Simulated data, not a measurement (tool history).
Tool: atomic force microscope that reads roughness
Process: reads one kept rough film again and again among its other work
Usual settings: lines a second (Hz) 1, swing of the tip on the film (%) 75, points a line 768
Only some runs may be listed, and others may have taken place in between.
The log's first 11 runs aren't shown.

run	hour	lines a second (Hz)	swing of the tip on the film (%)	points a line	roughness of the kept film (nm (root mean square))
12	112.9	1	85	768	0.561
13	126.6	1	75	768	0.576
14	135.7	1	75	768	0.572
15	150.6	1	75	768	0.574
16	163	1	75	768	0.571
# hour 168.8: new tip fitted
17	170.4	0.65	75	768	0.586
18	182.2	0.65	75	768	0.585
19	188.2	0.65	75	768	0.586
20	194.6	0.54	65	522	0.596
21	207	0.54	65	522	0.594
22	214.1	0.54	84	973	0.579
23	223.2	0.54	84	973	0.577
# hour 232.8: new tip fitted
24	237.1	0.54	84	973	0.583
25	250.1	0.54	84	973	0.579
26	262.3	1	56	768	0.594
27	269.1	3.82	85	523	0.46
28	278.7	1	79	361	0.568
29	292.2	1.27	79	920	0.557
# hour 296.8: new tip fitted
30	305.9	1.27	79	920	0.557
31	319.3	1.57	75	829	0.561
32	331	1	75	570	0.574

Here are 4 independent what-if runs from the current tool condition. What would each one return?
A	345.8	1.64	75	334	?
B	345.8	0.74	69	570	?
C	345.8	2.08	61	415	?
D	345.8	0.69	75	768	?

run	roughness of the kept film (nm (root mean square))
A	0.557
B	0.587
C	0.573
D	0.58
With the hidden condition removed and each run's random variation left untouched, the same runs would have given:
run	roughness of the kept film (nm (root mean square))
A	0.561
B	0.591
C	0.578
D	0.585
